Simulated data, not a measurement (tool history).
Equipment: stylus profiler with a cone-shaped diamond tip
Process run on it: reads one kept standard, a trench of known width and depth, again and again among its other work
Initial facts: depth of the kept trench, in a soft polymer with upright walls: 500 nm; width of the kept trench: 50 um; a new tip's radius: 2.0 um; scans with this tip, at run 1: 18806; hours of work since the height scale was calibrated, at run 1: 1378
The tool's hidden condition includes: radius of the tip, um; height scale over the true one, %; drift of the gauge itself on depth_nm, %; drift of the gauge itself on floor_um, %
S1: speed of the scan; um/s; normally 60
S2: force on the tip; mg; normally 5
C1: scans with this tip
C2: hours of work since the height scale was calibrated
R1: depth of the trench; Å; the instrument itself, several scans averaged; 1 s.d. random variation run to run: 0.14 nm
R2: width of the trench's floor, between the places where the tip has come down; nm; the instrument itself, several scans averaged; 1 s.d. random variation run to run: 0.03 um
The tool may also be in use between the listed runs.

| run | hour | S1 | S2 | C1 | C2 | R1 | R2 |
|---|---|---|---|---|---|---|---|
| 1 | 0 | 60 | 5 | 18806 | 1378 | 5090.1 | 46380 |
| 2 | 84.8 | 60 | 5 | 19329 | 1416 | 5089.4 | 46390 |
| 3 | 135.5 | 60 | 7.92 | 19642 | 1439 | 5112.6 | 46420 |
| 4 | 198.7 | 60 | 7.92 | 20032 | 1468 | 5114.1 | 46410 |
| 5 | 295.4 | 60 | 7.92 | 20628 | 1511 | 5114.9 | 46380 |
| 6 | 376.1 | 60 | 7.83 | 21126 | 1548 | 5114.1 | 46360 |
| 7 | 444.9 | 28 | 7.83 | 21551 | 1579 | 5115.2 | 46390 |
| 8 | 561.3 | 28 | 7.83 | 22268 | 1631 | 5114.6 | 46320 |
| 9 | 614.4 | 60 | 4.74 | 22596 | 1655 | 5096.3 | 46260 |
| 10 | 703 | 60 | 4.74 | 23142 | 1695 | 5096.1 | 46300 |
| 11 | 769 | 159 | 3.09 | 23550 | 1725 | 5084.3 | 45970 |
| 12 | 874.1 | 159 | 12.38 | 24198 | 1773 | 5147.7 | 46170 |
| 13 | 985.5 | 43 | 2.47 | 24885 | 1823 | 5080.1 | 46200 |
| 14 | 1056.7 | 30 | 7.39 | 25324 | 1855 | 5119 | 46230 |
| 15 | 1123.5 | 15 | 8.5 | 25736 | 1885 | 5127.7 | 46280 |
| 16 | 1219.8 | 15 | 8.5 | 26330 | 1929 | 5129.9 | 46230 |

Here are 3 independent what-if runs from the current tool condition. What would each one return?
| A | 1333.8 | 42 | 5 | 27033 | 1980 | ? | ? |
| B | 1333.8 | 15 | 3 | 27033 | 1980 | ? | ? |
| C | 1333.8 | 74 | 12.16 | 27033 | 1980 | ? | ? |

| run | R1 | R2 |
|---|---|---|
| A | 5106.5 | 46150 |
| B | 5089.5 | 46200 |
| C | 5150.9 | 46200 |
Stripped of hidden state, with their random variation kept, the same runs would have yielded:
| run | R1 | R2 |
|---|---|---|
| A | 5058 | 47250 |
| B | 5041.1 | 47290 |
| C | 5101.9 | 47290 |

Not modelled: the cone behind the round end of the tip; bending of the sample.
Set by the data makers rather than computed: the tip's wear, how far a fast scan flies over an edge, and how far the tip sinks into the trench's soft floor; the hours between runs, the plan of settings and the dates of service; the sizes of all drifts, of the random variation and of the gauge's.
